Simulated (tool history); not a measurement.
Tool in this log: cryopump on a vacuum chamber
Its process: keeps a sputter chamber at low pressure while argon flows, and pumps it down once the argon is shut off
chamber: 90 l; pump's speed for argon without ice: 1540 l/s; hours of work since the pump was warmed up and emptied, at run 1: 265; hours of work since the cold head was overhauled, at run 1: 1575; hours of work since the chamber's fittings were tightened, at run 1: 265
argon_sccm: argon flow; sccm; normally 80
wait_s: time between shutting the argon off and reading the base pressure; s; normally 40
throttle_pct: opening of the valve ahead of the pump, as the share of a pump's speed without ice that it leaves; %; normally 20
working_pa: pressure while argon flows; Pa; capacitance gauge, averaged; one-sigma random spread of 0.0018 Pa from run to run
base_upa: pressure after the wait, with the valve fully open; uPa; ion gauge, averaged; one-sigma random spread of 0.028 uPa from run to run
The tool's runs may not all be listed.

run    hour  argon_sccm  wait_s  throttle_pct  hours of work since the pump was warmed up and emptied  hours of work since the cold head was overhauled  hours of work since the chamber's fittings were tightened  working_pa  base_upa
  1     0.0          80      40            20                                                     265                                              1575                                                        265      0.4554      1.74
  2    45.5          80      40            20                                                     303                                              1614                                                        303      0.4569      1.88
  3    91.7          80      40            35                                                     343                                              1654                                                        343      0.2742      1.88
  4   122.8          80      40            35                                                     369                                              1680                                                        369      0.2758      2.01
  5   159.8          80      40            35                                                     401                                              1712                                                        401      0.2777      2.15
  6   192.6          80      40            35                                                     429                                              1740                                                        429      0.2774      2.18
  7   241.6          80      40            35                                                     471                                              1782                                                        471      0.2806      2.21
  8   269.3          80      40            35                                                     495                                              1805                                                        495      0.2844      2.27
  9   300.7          80      40            35                                                     521                                              1832                                                        521      0.2875      2.40
 10   337.8          62      40            35                                                     553                                              1864                                                        553      0.2250      2.50
 11   371.7          62      40            35                                                     582                                              1893                                                        582      0.2266      2.61
 12   429.5          62      40            35                                                     631                                              1942                                                        631      0.2310      2.80
      437.3  -- pump warmed up, emptied and cooled again
 13   474.8          62      40            35                                                      32                                              1977                                                        666      0.1974      2.29
 14   501.7          62      40            35                                                      55                                              1999                                                        689      0.1978      2.32
 15   547.3          80      40            20                                                      94                                              2038                                                        728      0.4434      2.48
 16   602.7          80      40            20                                                     141                                              2086                                                        775      0.4510      2.60
 17   655.1          80     170            20                                                     186                                              2130                                                        820      0.4516      1.84
 18   700.3          80     170            20                                                     225                                              2169                                                        858      0.4537      1.90
 19   734.4          95      55            20                                                     254                                              2198                                                        887      0.5431      2.60
 20   760.1          44      44            19                                                     276                                              2220                                                        909      0.2637      2.84
 21   809.8          71      54            35                                                     318                                              2262                                                        952      0.2422      2.90
 22   844.1          71      54            35                                                     347                                              2292                                                        981      0.2433      2.87
 23   879.2          71      54            35                                                     377                                              2322                                                       1011      0.2430      3.01
 24   909.1          80     169            20                                                     403                                              2347                                                       1036      0.4653      2.49
 25   970.7          80     169            20                                                     455                                              2400                                                       1089      0.4683      2.64
 26   995.4         150      40            29                                                     477                                              2421                                                       1110      0.6328      3.65
 27  1038.9         150      40            29                                                     514                                              2458                                                       1147      0.6322      3.78
 28  1093.9          98      40            29                                                     561                                              2505                                                       1194      0.4253      3.94
 29  1137.4          55      40            57                                                     598                                              2542                                                       1231      0.1366      4.14
 30  1163.2          90      32            25                                                     620                                              2564                                                       1253      0.4482      4.58
     1183.0  -- pump warmed up, emptied and cooled again
 31  1195.2          80      93            20                                                      10                                              2587                                                       1276      0.4427      2.55
 32  1231.3          67     110            20                                                      41                                              2618                                                       1307      0.3689      2.59
 33  1268.8          49      76            22                                                      73                                              2650                                                       1339      0.2473      2.85
 34  1317.3          46      40            20                                                     115                                              2692                                                       1381      0.2570      3.57

Alternative continuations, all from the tool just after run 34; predict every row:
  A  1351.4          52      40            39                                                     144                                              2721                                                       1410           ?         ?
  B  1351.4         146      40            20                                                     144                                              2721                                                       1410           ?         ?
  C  1351.4          46      86            46                                                     144                                              2721                                                       1410           ?         ?

run  working_pa  base_upa
  A      0.1528      3.65
  B      0.8172      3.62
  C      0.1146      3.04
The same runs, with their run-to-run variation unchanged, on a tool lacking any hidden condition would have given:
run  working_pa  base_upa
  A      0.1465      1.31
  B      0.7998      1.30
  C      0.1091      0.71

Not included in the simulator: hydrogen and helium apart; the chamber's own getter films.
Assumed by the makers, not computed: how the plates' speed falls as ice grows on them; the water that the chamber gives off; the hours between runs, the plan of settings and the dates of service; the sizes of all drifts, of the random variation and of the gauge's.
